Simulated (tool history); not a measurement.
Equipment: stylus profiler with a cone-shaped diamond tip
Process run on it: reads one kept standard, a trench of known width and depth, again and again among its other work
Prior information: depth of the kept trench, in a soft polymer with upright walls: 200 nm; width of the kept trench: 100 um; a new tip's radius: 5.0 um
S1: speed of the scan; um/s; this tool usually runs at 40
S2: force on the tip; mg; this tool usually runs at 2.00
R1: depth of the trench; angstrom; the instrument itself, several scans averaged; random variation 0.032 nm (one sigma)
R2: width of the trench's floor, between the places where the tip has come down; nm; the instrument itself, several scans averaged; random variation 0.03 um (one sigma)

run	day	S1	S2	R1	R2
1	0.000	40	2.00	2027.3	96560
2	2.375	40	2.00	2026.5	96540
3	4.342	40	2.00	2026.3	96560
4	7.325	40	2.00	2026.4	96460
5	9.971	40	2.00	2025.9	96540
6	13.404	24	2.00	2026.3	96580
7	15.033	24	2.00	2026.1	96550
8	17.925	24	2.00	2025.5	96530
9	21.438	26	2.00	2026.2	96530
10	24.625	26	2.00	2025.5	96520
11	28.025	118	2.26	2027.6	96190
# day 28.421: height scale calibrated on a step standard
12	31.204	143	1.60	2020.0	95990
13	32.954	159	1.89	2023.4	95910
14	35.792	159	1.11	2014.8	95830
15	37.704	37	0.80	2011.3	96310
16	39.867	41	0.87	2012.6	96280
# day 42.767: height scale calibrated on a step standard, once more
17	42.792	43	0.76	2014.9	96230
18	45.229	42	3.14	2037.9	96330

3 ways to go on from here, each from the tool as it stands after run 18. What would each give?
A	48.533	10	0.72	?	?
B	48.533	32	2.00	?	?
C	48.533	40	1.88	?	?

run	R1	R2
A	2014.8	96450
B	2027.9	96350
C	2026.7	96300
Without the tool's unlogged condition, the same runs would have read:
run	R1	R2
A	2014.4	97180
B	2027.5	97070
C	2026.3	97020

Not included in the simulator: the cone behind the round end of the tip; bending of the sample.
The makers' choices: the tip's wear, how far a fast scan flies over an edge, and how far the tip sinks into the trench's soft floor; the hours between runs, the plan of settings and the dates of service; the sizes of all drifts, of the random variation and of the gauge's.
